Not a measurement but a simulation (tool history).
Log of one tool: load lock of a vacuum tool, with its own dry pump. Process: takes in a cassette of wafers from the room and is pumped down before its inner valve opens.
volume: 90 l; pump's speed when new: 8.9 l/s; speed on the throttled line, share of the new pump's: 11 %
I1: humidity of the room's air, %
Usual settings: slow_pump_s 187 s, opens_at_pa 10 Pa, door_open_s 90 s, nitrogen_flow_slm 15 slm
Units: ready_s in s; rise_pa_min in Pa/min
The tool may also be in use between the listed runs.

Run 1, hour 0: usual settings; I1 43.8. Result: ready_s 274.5 s, rise_pa_min 0.038 Pa/min.
Run 2, hour 228.9: usual settings; I1 42.8. Result: ready_s 273.2 s, rise_pa_min 0.037 Pa/min.
Run 3, hour 341.2: usual settings; I1 47.2. Result: ready_s 275.9 s, rise_pa_min 0.047 Pa/min.
Run 4, hour 556.3: usual settings; I1 46.9. Result: ready_s 271.7 s, rise_pa_min 0.052 Pa/min.
Run 5, hour 727.9: usual settings; I1 43.1. Result: ready_s 277.2 s, rise_pa_min 0.041 Pa/min.
Run 6, hour 853.7: usual settings; I1 45.4. Result: ready_s 276.1 s, rise_pa_min 0.042 Pa/min.
Run 7, hour 998.4: usual settings but slow_pump_s 262 s; I1 43. Result: ready_s 342.6 s, rise_pa_min 0.041 Pa/min.
Run 8, hour 1198.6: usual settings but slow_pump_s 262 s, opens_at_pa 8 Pa; I1 43.8. Result: ready_s 347.6 s, rise_pa_min 0.046 Pa/min.
Run 9, hour 1411: usual settings but slow_pump_s 206 s; I1 44.9. Result: ready_s 291.3 s, rise_pa_min 0.05 Pa/min.
Run 10, hour 1681.4: usual settings but slow_pump_s 206 s; I1 47.7. Result: ready_s 295.8 s, rise_pa_min 0.05 Pa/min.
Run 11, hour 1946.8: usual settings but slow_pump_s 206 s; I1 46.1. Result: ready_s 296 s, rise_pa_min 0.052 Pa/min.
Run 12, hour 2216.6: usual settings; I1 46.7. Result: ready_s 277.4 s, rise_pa_min 0.053 Pa/min.
Run 13, hour 2458.8: usual settings but door_open_s 36 s; I1 46.8. Result: ready_s 282.8 s, rise_pa_min 0.047 Pa/min.
Run 14, hour 2726: usual settings but door_open_s 36 s; I1 47.1. Result: ready_s 278.1 s, rise_pa_min 0.045 Pa/min.
Run 15, hour 2883.7: usual settings but door_open_s 36 s; I1 45.9. Result: ready_s 279.9 s, rise_pa_min 0.045 Pa/min.
Run 16, hour 3054.5: usual settings but slow_pump_s 265 s; I1 45.2. Result: ready_s 347.3 s, rise_pa_min 0.053 Pa/min.
Run 17, hour 3292.6: usual settings but slow_pump_s 265 s; I1 43.5. Result: ready_s 351 s, rise_pa_min 0.053 Pa/min.
Run 18, hour 3484.6: usual settings but slow_pump_s 265 s; I1 44.3. Result: ready_s 350.2 s, rise_pa_min 0.056 Pa/min.
Run 19, hour 3749.6: usual settings but opens_at_pa 16 Pa, door_open_s 124 s, nitrogen_flow_slm 35 slm; I1 44.6. Result: ready_s 280 s, rise_pa_min 0.05 Pa/min.
Run 20, hour 3923.2: usual settings but door_open_s 111 s, nitrogen_flow_slm 6 slm; I1 44.1. Result: ready_s 286.2 s, rise_pa_min 0.082 Pa/min.
Run 21, hour 4050.9: usual settings but nitrogen_flow_slm 9 slm; I1 45.9. Result: ready_s 289.2 s, rise_pa_min 0.069 Pa/min.
At hour 4091.8: dry pump taken out, an overhauled one fitted.
Run 22, hour 4219: usual settings but opens_at_pa 16 Pa, nitrogen_flow_slm 8 slm; I1 44.3. Result: ready_s 258.5 s, rise_pa_min 0.072 Pa/min.
Run 23, hour 4449.6: usual settings but opens_at_pa 16 Pa, nitrogen_flow_slm 8 slm; I1 44.9. Result: ready_s 258.1 s, rise_pa_min 0.07 Pa/min.
Run 24, hour 4636.4: usual settings but opens_at_pa 16 Pa, nitrogen_flow_slm 8 slm; I1 45.3. Result: ready_s 259.6 s, rise_pa_min 0.078 Pa/min.
Run 25, hour 4757.6: usual settings but opens_at_pa 16 Pa, nitrogen_flow_slm 8 slm; I1 47.2. Result: ready_s 260.6 s, rise_pa_min 0.076 Pa/min.
Run 26, hour 4877.4: usual settings but slow_pump_s 252 s, opens_at_pa 19 Pa, nitrogen_flow_slm 8 slm; I1 44.3. Result: ready_s 311.4 s, rise_pa_min 0.076 Pa/min.
Run 27, hour 5087.8: usual settings but slow_pump_s 114 s, opens_at_pa 20 Pa, door_open_s 40 s, nitrogen_flow_slm 11 slm; I1 44.3. Result: ready_s 191.4 s, rise_pa_min 0.061 Pa/min.
Run 28, hour 5329.7: usual settings but opens_at_pa 16 Pa, door_open_s 59 s; I1 44.3. Result: ready_s 261.2 s, rise_pa_min 0.066 Pa/min.
Run 29, hour 5592.8: usual settings but opens_at_pa 16 Pa, door_open_s 59 s, nitrogen_flow_slm 12 slm; I1 46.5. Result: ready_s 258.9 s, rise_pa_min 0.072 Pa/min.
Run 30, hour 5731.2: usual settings but slow_pump_s 162 s, opens_at_pa 12 Pa, door_open_s 174 s, nitrogen_flow_slm 12 slm; I1 47.4. Result: ready_s 242.8 s, rise_pa_min 0.085 Pa/min.
Run 31, hour 5921.6: usual settings but slow_pump_s 174 s, opens_at_pa 17 Pa, nitrogen_flow_slm 7 slm; I1 44. Result: ready_s 248.1 s, rise_pa_min 0.084 Pa/min.
Run 32, hour 6134.4: usual settings but slow_pump_s 174 s, opens_at_pa 17 Pa, nitrogen_flow_slm 7 slm; I1 47. Result: ready_s 251 s, rise_pa_min 0.085 Pa/min.
Run 33, hour 6374.3: usual settings but slow_pump_s 174 s, nitrogen_flow_slm 33 slm; I1 44.7. Result: ready_s 255.7 s, rise_pa_min 0.062 Pa/min.
Run 34, hour 6492.5: usual settings but slow_pump_s 174 s, door_open_s 49 s, nitrogen_flow_slm 33 slm; I1 46.2. Result: ready_s 255.3 s, rise_pa_min 0.057 Pa/min.
Run 35, hour 6696.2: usual settings but door_open_s 213 s, nitrogen_flow_slm 36 slm; I1 48.6. Result: ready_s 271.1 s, rise_pa_min 0.071 Pa/min.
Run 36, hour 6840.9: usual settings but door_open_s 55 s; I1 43.6. Result: ready_s 268.5 s, rise_pa_min 0.069 Pa/min.

3 ways to go on from here, each from the tool as it stands after run 36. What would each give?
Run A, hour 7051.2: usual settings but door_open_s 37 s, nitrogen_flow_slm 23 slm; I1 43.4. Result: ready_s ?, rise_pa_min ?.
Run B, hour 7051.2: usual settings but opens_at_pa 12 Pa, door_open_s 51 s, nitrogen_flow_slm 32 slm; I1 46.2. Result: ready_s ?, rise_pa_min ?.
Run C, hour 7051.2: usual settings but slow_pump_s 254 s, opens_at_pa 11 Pa; I1 45.8. Result: ready_s ?, rise_pa_min ?.

run  ready_s  rise_pa_min
  A      267        0.059
  B    264.9        0.067
  C    330.4        0.077
Without the tool's hidden state the same runs would have given:
run  ready_s  rise_pa_min
  A      259        0.014
  B    257.3        0.022
  C    323.3        0.032

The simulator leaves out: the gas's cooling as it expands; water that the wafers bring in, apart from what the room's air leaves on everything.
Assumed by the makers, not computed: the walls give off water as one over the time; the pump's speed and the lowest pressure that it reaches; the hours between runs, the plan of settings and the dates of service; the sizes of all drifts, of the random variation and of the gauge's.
